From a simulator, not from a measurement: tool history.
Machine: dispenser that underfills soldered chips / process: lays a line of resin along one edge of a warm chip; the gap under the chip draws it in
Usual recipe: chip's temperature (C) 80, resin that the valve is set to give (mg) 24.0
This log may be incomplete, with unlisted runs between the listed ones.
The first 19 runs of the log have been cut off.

run,day,chip's temperature (C),resin that the valve is set to give (mg),time until the resin shows at the far edge (s),resin that the valve gave (mg)
20,2.717,71,23.9,138.9,20.98
21,2.821,71,21.7,155.6,18.99
22,2.958,71,21.7,172.5,19.22
# day 3.000: new syringe of resin
23,3.117,68,24.5,151.0,21.45
24,3.212,68,24.5,163.8,21.28
25,3.392,68,24.5,190.2,21.37
# day 3.417: new syringe of resin
26,3.579,81,26.4,101.1,22.99
27,3.758,85,25.5,101.9,22.06
# day 3.825: dispensing valve cleaned and set on the balance
# day 3.883: new syringe of resin
28,3.896,83,29.8,80.3,29.88
29,4.042,83,29.8,89.9,29.65
30,4.200,80,22.9,113.1,22.83
# day 4.304: new syringe of resin
31,4.412,80,22.9,100.1,22.67
32,4.525,90,23.2,78.0,22.83
33,4.683,65,25.2,206.2,24.77
# day 4.712: new syringe of resin
34,4.892,65,25.2,175.9,24.65
35,5.058,65,25.2,202.0,24.57
# day 5.129: new syringe of resin
36,5.267,65,25.2,172.5,24.56

Here are 4 independent what-if runs from the current tool condition. What would each one return?
A,5.425,65,23.7,?,?
B,5.425,79,24.0,?,?
C,5.425,69,24.4,?,?
D,5.425,72,20.7,?,?

run,time until the resin shows at the far edge (s),resin that the valve gave (mg)
A,193.7,23.07
B,116.3,23.23
C,162.0,23.76
D,152.6,20.21
Without the tool's hidden state the same runs would have given:
run,time until the resin shows at the far edge (s),resin that the valve gave (mg)
A,159.2,23.72
B,95.3,23.88
C,133.0,24.43
D,124.7,20.78
